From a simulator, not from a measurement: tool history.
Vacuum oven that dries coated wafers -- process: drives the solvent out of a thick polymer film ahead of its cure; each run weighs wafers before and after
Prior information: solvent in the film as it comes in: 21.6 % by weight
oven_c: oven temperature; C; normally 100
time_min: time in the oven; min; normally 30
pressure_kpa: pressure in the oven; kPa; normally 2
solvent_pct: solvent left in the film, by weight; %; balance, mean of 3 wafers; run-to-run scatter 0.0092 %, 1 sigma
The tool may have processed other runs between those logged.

run,hour,oven_c,time_min,pressure_kpa,solvent_pct
1,0,100,30,2,1.787
2,59.3,100,18,2,3.514
3,101.7,100,18,2,3.5
4,152.6,100,18,2,3.482
5,195.7,100,30,2,1.768
6,258.2,93,30,2,3.411
7,288.7,93,49,2,1.964
8,316.3,93,49,2,1.954
9,344.2,93,49,2,1.955
10,373.8,100,30,6.81,4.296
11,419.3,100,30,2,1.751
12,452.4,107,30,7.91,3.492
13,492.9,107,30,7.9,3.512

What will run 14 give?
14,524.3,107,30,7.9,?

{"run 14": {"solvent_pct": 3.481}}
With the hidden condition absent and the run-to-run variation left alone, this run would have shown solvent_pct 3.648 %.

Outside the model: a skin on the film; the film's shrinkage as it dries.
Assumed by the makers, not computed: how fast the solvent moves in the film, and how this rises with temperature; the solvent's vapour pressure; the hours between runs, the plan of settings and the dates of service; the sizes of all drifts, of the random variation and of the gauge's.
